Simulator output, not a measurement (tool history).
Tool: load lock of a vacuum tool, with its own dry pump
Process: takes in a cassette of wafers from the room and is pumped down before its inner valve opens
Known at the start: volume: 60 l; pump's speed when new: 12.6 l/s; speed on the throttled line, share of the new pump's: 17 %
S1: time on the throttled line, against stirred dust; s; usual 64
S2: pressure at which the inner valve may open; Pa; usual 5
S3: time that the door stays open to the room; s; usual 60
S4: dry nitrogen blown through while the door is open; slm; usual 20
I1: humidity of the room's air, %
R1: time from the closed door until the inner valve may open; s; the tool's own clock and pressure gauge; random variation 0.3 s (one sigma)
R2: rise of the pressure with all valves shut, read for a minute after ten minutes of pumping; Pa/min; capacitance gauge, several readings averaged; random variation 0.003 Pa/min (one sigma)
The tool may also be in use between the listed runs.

Run 1, hour 0: usual settings; I1 45.2. Result: R1 101.4 s, R2 0.034 Pa/min.
Run 2, hour 70.2: usual settings; I1 44.8. Result: R1 101.2 s, R2 0.039 Pa/min.
Run 3, hour 177.3: usual settings but S3 158 s; I1 41.1. Result: R1 101.2 s, R2 0.055 Pa/min.
Run 4, hour 273.1: usual settings; I1 41.2. Result: R1 101.7 s, R2 0.036 Pa/min.
Run 5, hour 318.9: usual settings; I1 43.4. Result: R1 100.7 s, R2 0.038 Pa/min.
Run 6, hour 388.1: usual settings but S4 9 slm; I1 42.6. Result: R1 101.1 s, R2 0.038 Pa/min.
Run 7, hour 431.4: usual settings but S4 9 slm; I1 45.7. Result: R1 100.7 s, R2 0.047 Pa/min.
Run 8, hour 529.9: usual settings but S4 9 slm; I1 44.2. Result: R1 101.4 s, R2 0.043 Pa/min.
Run 9, hour 634.9: usual settings but S4 9 slm; I1 42.6. Result: R1 101.4 s, R2 0.052 Pa/min.
At hour 687.1: door's seal changed, seat wiped.
Run 10, hour 730.7: usual settings but S1 124 s; I1 46.2. Result: R1 151 s, R2 0.038 Pa/min.
Run 11, hour 803.3: usual settings but S1 124 s; I1 47.6. Result: R1 151.5 s, R2 0.037 Pa/min.
Run 12, hour 883.8: usual settings but S1 124 s; I1 45.9. Result: R1 150.8 s, R2 0.038 Pa/min.
Run 13, hour 985.9: usual settings but S1 124 s; I1 44. Result: R1 151 s, R2 0.037 Pa/min.
Run 14, hour 1070.5: usual settings but S1 124 s; I1 43.9. Result: R1 151.1 s, R2 0.042 Pa/min.
Run 15, hour 1146: usual settings but S1 91 s, S4 29 slm; I1 50.4. Result: R1 123.9 s, R2 0.038 Pa/min.
Run 16, hour 1229.6: usual settings but S1 91 s, S4 29 slm; I1 44.3. Result: R1 124.6 s, R2 0.03 Pa/min.
Run 17, hour 1324.7: usual settings but S1 91 s, S4 29 slm; I1 42.6. Result: R1 123.5 s, R2 0.032 Pa/min.
Run 18, hour 1397.1: usual settings but S1 91 s, S4 29 slm; I1 42.5. Result: R1 123.9 s, R2 0.033 Pa/min.
Run 19, hour 1449.7: usual settings but S1 91 s, S4 29 slm; I1 46.1. Result: R1 124.3 s, R2 0.034 Pa/min.
Run 20, hour 1542.4: usual settings but S1 91 s, S4 29 slm; I1 39.7. Result: R1 123.8 s, R2 0.034 Pa/min.
Run 21, hour 1635: usual settings but S1 45 s, S3 61 s, S4 5 slm; I1 46.8. Result: R1 85.3 s, R2 0.051 Pa/min.
Run 22, hour 1720.4: usual settings but S1 70 s, S2 4 Pa, S3 67 s; I1 47.5. Result: R1 107.3 s, R2 0.043 Pa/min.
Run 23, hour 1806.6: usual settings but S1 46 s, S2 4 Pa, S3 67 s, S4 4 slm; I1 43.9. Result: R1 87.7 s, R2 0.052 Pa/min.

3 ways to go on from here, each from the tool as it stands after run 23. What would each give?
Run A, hour 1878.6: usual settings but S1 46 s, S2 4 Pa, S3 47 s, S4 4 slm; I1 46.2. Result: R1 ?, R2 ?.
Run B, hour 1878.6: usual settings but S1 54 s, S3 44 s; I1 43.5. Result: R1 ?, R2 ?.
Run C, hour 1878.6: usual settings but S1 62 s, S2 7 Pa, S4 9 slm; I1 42.9. Result: R1 ?, R2 ?.

run    R1     R2
  A  87.6  0.042
  B  92.9  0.032
  C  97.5  0.042
Without the tool's hidden state the same runs would have given:
run    R1     R2
  A  87.5  0.042
  B  92.9  0.032
  C  97.5  0.042
